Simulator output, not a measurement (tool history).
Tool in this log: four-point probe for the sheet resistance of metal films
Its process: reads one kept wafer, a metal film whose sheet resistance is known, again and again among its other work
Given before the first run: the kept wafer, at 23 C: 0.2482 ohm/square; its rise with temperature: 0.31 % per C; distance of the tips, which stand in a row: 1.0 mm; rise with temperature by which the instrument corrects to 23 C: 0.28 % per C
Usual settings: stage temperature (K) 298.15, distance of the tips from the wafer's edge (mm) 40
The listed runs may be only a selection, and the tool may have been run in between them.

run	hour	stage temperature (K)	distance of the tips from the wafer's edge (mm)	sheet resistance as the instrument gives it (ohm/square)
1	0	298.15	40	0.247124
2	37.9	296.15	40	0.246948
3	76	298.15	40	0.247182
4	157.6	298.15	40	0.247086
5	223.7	298.15	40	0.247171
6	298.7	298.15	5	0.252186
7	339.8	298.15	5	0.252194
8	387.4	298.15	40	0.247164
9	462.7	298.15	40	0.247143
10	502.2	298.15	40	0.247242
11	541.2	298.15	40	0.247157
12	612.2	299.15	40	0.247298
13	668.3	299.15	32	0.247261
14	744.4	299.15	32	0.247295
15	821.3	298.15	40	0.247135
16	860	298.15	40	0.24728
17	926.1	298.15	40	0.247191
18	996.2	298.15	40	0.247197
19	1059.6	298.15	40	0.247284
20	1145.3	298.15	40	0.24728
21	1192.9	298.15	40	0.247285
22	1254.7	305.15	63	0.247642
23	1304	305.15	63	0.24758
24	1365.4	305.15	6	0.251304
25	1412.1	305.15	6	0.251215
26	1463.1	300.15	5	0.252586
27	1539.7	300.15	5	0.252554
28	1619.9	300.15	5	0.252478
29	1710.3	307.15	8	0.249833
30	1794.1	307.15	8	0.249795
31	1885.6	307.15	8	0.249722
32	1962.9	298.15	5	0.252485
33	2030.1	298.15	5	0.252418
34	2082.9	301.15	5	0.252677
35	2145.4	294.15	18	0.247485
36	2208.7	298.15	11	0.248286
37	2292.5	295.15	27	0.247343
38	2355.3	295.15	27	0.247399
39	2416.5	299.15	30	0.24751
40	2455.6	300.15	30	0.24755
41	2548.7	297.15	26	0.24746
42	2635.5	297.15	26	0.247739

Taken out of this log: 1 entry between the listed runs. Where each belongs, and how the hidden state differs across it:
From run 41 to run 42: stage's thermometer calibrated (hour 2600.9)
  inner tips' distance over the nominal, %: -0.288 -> -0.282; wafer's true temperature over the reading, C: -0.28 -> 0.02
  what was measured, less what the result would be without the hidden state, sheet resistance as the instrument gives it (ohm/square): -0.000988 -> -0.00074
